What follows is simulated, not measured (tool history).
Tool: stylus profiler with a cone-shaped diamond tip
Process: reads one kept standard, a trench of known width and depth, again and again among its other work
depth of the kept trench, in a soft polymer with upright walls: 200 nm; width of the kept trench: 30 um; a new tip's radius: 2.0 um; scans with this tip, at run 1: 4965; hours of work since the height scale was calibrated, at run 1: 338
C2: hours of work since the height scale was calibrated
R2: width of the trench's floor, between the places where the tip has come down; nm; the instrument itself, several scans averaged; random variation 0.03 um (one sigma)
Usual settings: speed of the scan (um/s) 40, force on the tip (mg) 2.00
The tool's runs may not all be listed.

run 1 hour=0.0 | speed_of_the_scan_(um/s)=40 force_on_the_tip_(mg)=2.00 | scans_with_this_tip=4965 C2=338 | depth_of_the_trench_(nm)=201.55 R2=27350
run 2 hour=95.7 | speed_of_the_scan_(um/s)=40 force_on_the_tip_(mg)=2.00 | scans_with_this_tip=5657 C2=385 | depth_of_the_trench_(nm)=201.61 R2=27250
run 3 hour=171.9 | speed_of_the_scan_(um/s)=85 force_on_the_tip_(mg)=2.00 | scans_with_this_tip=6207 C2=423 | depth_of_the_trench_(nm)=201.74 R2=26860
run 4 hour=272.2 | speed_of_the_scan_(um/s)=85 force_on_the_tip_(mg)=2.00 | scans_with_this_tip=6932 C2=472 | depth_of_the_trench_(nm)=201.81 R2=26800
run 5 hour=392.8 | speed_of_the_scan_(um/s)=49 force_on_the_tip_(mg)=2.00 | scans_with_this_tip=7804 C2=531 | depth_of_the_trench_(nm)=201.82 R2=26970
run 6 hour=499.6 | speed_of_the_scan_(um/s)=40 force_on_the_tip_(mg)=1.50 | scans_with_this_tip=8575 C2=584 | depth_of_the_trench_(nm)=201.59 R2=26920
run 7 hour=562.3 | speed_of_the_scan_(um/s)=40 force_on_the_tip_(mg)=1.50 | scans_with_this_tip=9029 C2=615 | depth_of_the_trench_(nm)=201.71 R2=26880
run 8 hour=616.6 | speed_of_the_scan_(um/s)=40 force_on_the_tip_(mg)=0.77 | scans_with_this_tip=9421 C2=642 | depth_of_the_trench_(nm)=201.23 R2=26680
run 9 hour=703.1 | speed_of_the_scan_(um/s)=102 force_on_the_tip_(mg)=2.00 | scans_with_this_tip=10046 C2=684 | depth_of_the_trench_(nm)=201.95 R2=26380
run 10 hour=807.4 | speed_of_the_scan_(um/s)=102 force_on_the_tip_(mg)=2.00 | scans_with_this_tip=10800 C2=736 | depth_of_the_trench_(nm)=201.99 R2=26300
run 11 hour=890.6 | speed_of_the_scan_(um/s)=102 force_on_the_tip_(mg)=2.00 | scans_with_this_tip=11401 C2=776 | depth_of_the_trench_(nm)=201.92 R2=26250
run 12 hour=950.4 | speed_of_the_scan_(um/s)=102 force_on_the_tip_(mg)=2.00 | scans_with_this_tip=11833 C2=806 | depth_of_the_trench_(nm)=202.02 R2=26190
run 13 hour=1067.8 | speed_of_the_scan_(um/s)=102 force_on_the_tip_(mg)=2.00 | scans_with_this_tip=12682 C2=864 | depth_of_the_trench_(nm)=202.11 R2=26140
run 14 hour=1185.4 | speed_of_the_scan_(um/s)=138 force_on_the_tip_(mg)=3.84 | scans_with_this_tip=13532 C2=922 | depth_of_the_trench_(nm)=202.87 R2=26050
run 15 hour=1299.4 | speed_of_the_scan_(um/s)=10 force_on_the_tip_(mg)=1.52 | scans_with_this_tip=14356 C2=978 | depth_of_the_trench_(nm)=201.84 R2=26630
run 16 hour=1349.0 | speed_of_the_scan_(um/s)=46 force_on_the_tip_(mg)=1.09 | scans_with_this_tip=14714 C2=1002 | depth_of_the_trench_(nm)=201.65 R2=26220
-- hour=1408.9 new tip fitted, height scale calibrated
run 17 hour=1427.5 | speed_of_the_scan_(um/s)=73 force_on_the_tip_(mg)=1.20 | scans_with_this_tip=135 C2=9 | depth_of_the_trench_(nm)=200.95 R2=27550
run 18 hour=1517.8 | speed_of_the_scan_(um/s)=17 force_on_the_tip_(mg)=1.31 | scans_with_this_tip=788 C2=54 | depth_of_the_trench_(nm)=201.11 R2=28070
run 19 hour=1581.9 | speed_of_the_scan_(um/s)=50 force_on_the_tip_(mg)=0.76 | scans_with_this_tip=1251 C2=85 | depth_of_the_trench_(nm)=200.86 R2=27500
run 20 hour=1704.4 | speed_of_the_scan_(um/s)=158 force_on_the_tip_(mg)=1.52 | scans_with_this_tip=2136 C2=145 | depth_of_the_trench_(nm)=201.37 R2=26680
run 21 hour=1799.8 | speed_of_the_scan_(um/s)=158 force_on_the_tip_(mg)=1.52 | scans_with_this_tip=2826 C2=192 | depth_of_the_trench_(nm)=201.44 R2=26570
run 22 hour=1867.3 | speed_of_the_scan_(um/s)=47 force_on_the_tip_(mg)=1.35 | scans_with_this_tip=3313 C2=226 | depth_of_the_trench_(nm)=201.26 R2=27480

Forecast each of these 4 alternatives for the next run:
run A hour=1947.1 | speed_of_the_scan_(um/s)=93 force_on_the_tip_(mg)=1.11 | scans_with_this_tip=3891 C2=265 | depth_of_the_trench_(nm)=? R2=?
run B hour=1947.1 | speed_of_the_scan_(um/s)=58 force_on_the_tip_(mg)=2.16 | scans_with_this_tip=3891 C2=265 | depth_of_the_trench_(nm)=? R2=?
run C hour=1947.1 | speed_of_the_scan_(um/s)=115 force_on_the_tip_(mg)=0.77 | scans_with_this_tip=3891 C2=265 | depth_of_the_trench_(nm)=? R2=?
run D hour=1947.1 | speed_of_the_scan_(um/s)=19 force_on_the_tip_(mg)=0.84 | scans_with_this_tip=3891 C2=265 | depth_of_the_trench_(nm)=? R2=?

run=A depth_of_the_trench_(nm)=201.16 R2=26800
run=B depth_of_the_trench_(nm)=201.71 R2=27380
run=C depth_of_the_trench_(nm)=201.01 R2=26390
run=D depth_of_the_trench_(nm)=201.15 R2=27560
Without the tool's hidden state the same runs would have given:
run=A depth_of_the_trench_(nm)=200.86 R2=27290
run=B depth_of_the_trench_(nm)=201.41 R2=27860
run=C depth_of_the_trench_(nm)=200.70 R2=26870
run=D depth_of_the_trench_(nm)=200.85 R2=28040
